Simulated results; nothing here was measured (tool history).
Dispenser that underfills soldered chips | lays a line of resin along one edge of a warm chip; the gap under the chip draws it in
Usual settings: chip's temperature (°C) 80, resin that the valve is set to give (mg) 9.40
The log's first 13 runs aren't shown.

run,hour,chip's temperature (°C),resin that the valve is set to give (mg),time until the resin shows at the far edge (s),resin that the valve gave (mg)
# hour 53.3: new syringe of resin
14,58.2,80,9.40,63.3,9.15
15,60.7,80,9.40,70.8,9.10
16,63.8,80,9.40,81.6,9.14
# hour 65.4: new syringe of resin
17,69.1,80,9.40,61.1,9.12
18,74.6,80,11.57,75.4,11.18
# hour 77.4: new syringe of resin
19,78.3,93,8.06,35.1,7.79
20,82.6,73,8.06,84.7,7.74
21,85.8,95,9.68,43.4,9.32
# hour 89.5: new syringe of resin
22,90.1,72,9.83,69.9,9.40
23,94.3,72,9.83,84.3,9.36
24,99.4,81,8.29,80.3,7.93
# hour 101.5: new syringe of resin
25,102.9,87,10.36,41.8,9.96
26,105.3,87,10.36,45.9,9.98
27,108.3,67,11.81,109.6,11.27
# hour 113.5: new syringe of resin
28,114.1,80,10.42,52.1,9.92
29,117.2,80,10.42,58.7,9.86
30,122.0,78,10.08,78.9,9.59
# hour 125.4: new syringe of resin
31,127.8,76,11.24,65.1,10.63
32,132.1,76,11.24,79.3,10.62
33,135.8,76,11.24,93.5,10.55
# hour 137.4: new syringe of resin
34,140.8,76,11.24,68.4,10.60
35,145.0,76,11.24,82.8,10.62

Forecast run 36:
# hour 149.6: new syringe of resin
36,149.7,77,11.63,?,?

Run 36 gave time until the resin shows at the far edge (s) 55.3, resin that the valve gave (mg) 10.99.
Without the tool's hidden state the same run would have given time until the resin shows at the far edge (s) 55.6, resin that the valve gave (mg) 11.69.
